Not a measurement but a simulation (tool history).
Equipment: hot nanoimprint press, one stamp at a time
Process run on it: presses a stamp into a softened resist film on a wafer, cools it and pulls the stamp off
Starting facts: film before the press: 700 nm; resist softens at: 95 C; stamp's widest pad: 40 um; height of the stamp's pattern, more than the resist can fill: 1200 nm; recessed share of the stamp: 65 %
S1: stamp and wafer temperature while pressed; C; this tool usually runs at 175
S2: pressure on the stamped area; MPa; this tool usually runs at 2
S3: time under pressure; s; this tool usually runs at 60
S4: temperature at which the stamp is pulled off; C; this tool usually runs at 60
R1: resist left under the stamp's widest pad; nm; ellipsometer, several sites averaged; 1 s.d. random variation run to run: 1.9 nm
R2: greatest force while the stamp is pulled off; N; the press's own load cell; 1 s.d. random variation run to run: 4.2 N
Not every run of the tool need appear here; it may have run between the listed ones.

| run | hour | S1 | S2 | S3 | S4 | R1 | R2 |
|---|---|---|---|---|---|---|---|
| 1 | 0 | 175 | 2 | 60 | 60 | 308.9 | 199 |
| 2 | 72.2 | 175 | 2 | 83 | 60 | 270.8 | 195 |
| 3 | 124.7 | 175 | 2 | 83 | 60 | 269.6 | 204 |
| 4 | 179.5 | 175 | 2.53 | 60 | 60 | 279.7 | 205 |
|  | 201.5 | stamp cleaned and given a new release coat |
| 5 | 249.5 | 175 | 2.53 | 60 | 60 | 277.9 | 202 |
| 6 | 283 | 175 | 2.53 | 60 | 60 | 280.1 | 206 |
| 7 | 327.6 | 175 | 1.37 | 60 | 60 | 360.7 | 206 |
| 8 | 378 | 175 | 1.37 | 60 | 60 | 358.7 | 205 |
| 9 | 418.2 | 175 | 1.37 | 60 | 60 | 359.6 | 199 |
| 10 | 483 | 175 | 1.37 | 60 | 60 | 359.9 | 203 |
|  | 512.8 | stamp cleaned and given a new release coat |
| 11 | 519.5 | 175 | 1.37 | 60 | 60 | 362.2 | 207 |
| 12 | 582.6 | 175 | 2 | 60 | 60 | 307.4 | 205 |
| 13 | 627.7 | 175 | 2 | 59 | 60 | 311.9 | 205 |
| 14 | 680.7 | 175 | 2 | 59 | 60 | 313.7 | 206 |
|  | 722.1 | plate thermocouple calibrated |
| 15 | 748.9 | 175 | 2 | 60 | 57 | 306.4 | 210 |
| 16 | 807.3 | 175 | 1.22 | 119 | 63 | 290.7 | 202 |
|  | 828.7 | stamp cleaned and given a new release coat |
|  | 885.1 | press's hydraulic seals changed and the load cell set to zero |
| 17 | 885.1 | 175 | 1.22 | 119 | 56 | 289.4 | 212 |
| 18 | 946.9 | 175 | 1.95 | 60 | 60 | 309.3 | 203 |
| 19 | 983.1 | 165 | 2.39 | 43 | 60 | 494.3 | 198 |
| 20 | 1041.3 | 175 | 2.3 | 60 | 60 | 289.8 | 213 |
| 21 | 1087.7 | 175 | 2.3 | 60 | 60 | 292.5 | 203 |
|  | 1145.3 | stamp cleaned and given a new release coat |
| 22 | 1162.3 | 164 | 1.83 | 37 | 60 | 562.6 | 206 |
| 23 | 1203.2 | 173 | 1.26 | 112 | 62 | 322.5 | 200 |
| 24 | 1236.2 | 175 | 1.89 | 54 | 63 | 325.7 | 198 |
| 25 | 1272.2 | 175 | 2.36 | 54 | 63 | 299.2 | 198 |
| 26 | 1340.9 | 175 | 2 | 60 | 55 | 309.8 | 225 |
| 27 | 1375.8 | 186 | 1.59 | 36 | 58 | 251.4 | 213 |
| 28 | 1406.4 | 182 | 2 | 60 | 52 | 220.7 | 222 |
| 29 | 1446.3 | 175 | 1.44 | 60 | 63 | 355.2 | 198 |

Below are 4 alternative next runs, each starting from the tool's condition after run 29. Predict each:
|  | 1457.3 | stamp cleaned and given a new release coat |
|  | 1486.6 | plate thermocouple calibrated |
| A | 1491.3 | 176 | 1.77 | 46 | 63 | ? | ? |
|  | 1457.3 | stamp cleaned and given a new release coat |
|  | 1486.6 | plate thermocouple calibrated |
| B | 1491.3 | 175 | 2 | 60 | 62 | ? | ? |
|  | 1457.3 | stamp cleaned and given a new release coat |
|  | 1486.6 | plate thermocouple calibrated |
| C | 1491.3 | 175 | 1.85 | 36 | 59 | ? | ? |
|  | 1457.3 | stamp cleaned and given a new release coat |
|  | 1486.6 | plate thermocouple calibrated |
| D | 1491.3 | 175 | 1.23 | 60 | 58 | ? | ? |

| run | R1 | R2 |
|---|---|---|
| A | 344.3 | 200 |
| B | 305.3 | 208 |
| C | 386.4 | 202 |
| D | 376.7 | 216 |
With no hidden state in the tool, these same runs would have given:
| run | R1 | R2 |
|---|---|---|
| A | 344.3 | 200 |
| B | 305.3 | 207 |
| C | 386.4 | 202 |
| D | 376.7 | 216 |
